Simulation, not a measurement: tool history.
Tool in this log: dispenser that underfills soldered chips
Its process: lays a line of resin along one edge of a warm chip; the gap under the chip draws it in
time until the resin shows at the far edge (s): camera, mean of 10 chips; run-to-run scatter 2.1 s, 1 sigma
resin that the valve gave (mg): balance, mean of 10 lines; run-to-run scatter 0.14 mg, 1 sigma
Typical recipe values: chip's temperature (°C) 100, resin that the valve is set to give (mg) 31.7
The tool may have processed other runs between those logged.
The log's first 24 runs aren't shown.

run	hour	chip's temperature (°C)	resin that the valve is set to give (mg)	time until the resin shows at the far edge (s)	resin that the valve gave (mg)
# hour 286.3: new syringe of resin
25	295	91	38.2	420.4	37.66
# hour 300.5: new syringe of resin
26	304.3	91	38.2	385	37.23
# hour 314.3: new syringe of resin
27	317.9	91	38.2	375.4	37.3
# hour 328.3: new syringe of resin
28	334.1	89	30.7	439.4	29.64
# hour 342: new syringe of resin
29	350.5	107	31.7	201.1	30.81
# hour 355.9: new syringe of resin
30	359	107	31.7	180.2	30.72
# hour 370.4: new syringe of resin
31	371.5	92	32.1	350	30.98
32	379.7	92	32.1	407.9	30.83
# hour 384.2: new syringe of resin
33	391.9	88	34.6	480.9	33.28
# hour 397.9: new syringe of resin
34	404.3	111	38.8	160.8	36.81

Here are 3 independent what-if runs from the current tool condition. What would each one return?
# hour 412.2: new syringe of resin
A	421.1	89	34.3	?	?
# hour 412.2: new syringe of resin
B	421.1	97	29	?	?
# hour 412.2: new syringe of resin
C	421.1	100	39.7	?	?

run	time until the resin shows at the far edge (s)	resin that the valve gave (mg)
A	473.6	32.79
B	333.9	27.66
C	279.3	37.96
Take away the tool's hidden state, keep each run's random variation, and the runs would have read:
run	time until the resin shows at the far edge (s)	resin that the valve gave (mg)
A	350.4	34.37
B	247.3	29
C	208.5	39.79
